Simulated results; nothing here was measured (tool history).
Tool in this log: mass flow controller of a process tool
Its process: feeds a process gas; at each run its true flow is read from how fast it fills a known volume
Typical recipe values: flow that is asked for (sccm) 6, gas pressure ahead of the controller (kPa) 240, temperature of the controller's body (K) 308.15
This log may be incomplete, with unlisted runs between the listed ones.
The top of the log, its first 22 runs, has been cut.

run,hour,flow that is asked for (sccm),gas pressure ahead of the controller (kPa),temperature of the controller's body (K),hours of work since the controller was set to zero,hours of work since the controller was changed,true flow (%)
23,1361.9,6,240,308.15,1039,1039,99.91
24,1441.8,6,240,308.15,1072,1072,99.96
25,1481.2,6,240,308.15,1089,1089,100.07
26,1529.8,19,195,306.15,1109,1109,102.21
27,1582.5,12,250,305.15,1131,1131,100.95
28,1650.9,6,244,310.15,1160,1160,100.61
29,1699.6,6,244,310.15,1181,1181,100.72
30,1743,6,244,310.15,1199,1199,100.79
31,1791.2,6,244,310.15,1219,1219,100.94

Expected results for the next run?
32,1853.6,2,240,295.15,1245,1245,?

true flow (%): 99.87
Without the tool's hidden state the same run would have given true flow (%) 97.17.

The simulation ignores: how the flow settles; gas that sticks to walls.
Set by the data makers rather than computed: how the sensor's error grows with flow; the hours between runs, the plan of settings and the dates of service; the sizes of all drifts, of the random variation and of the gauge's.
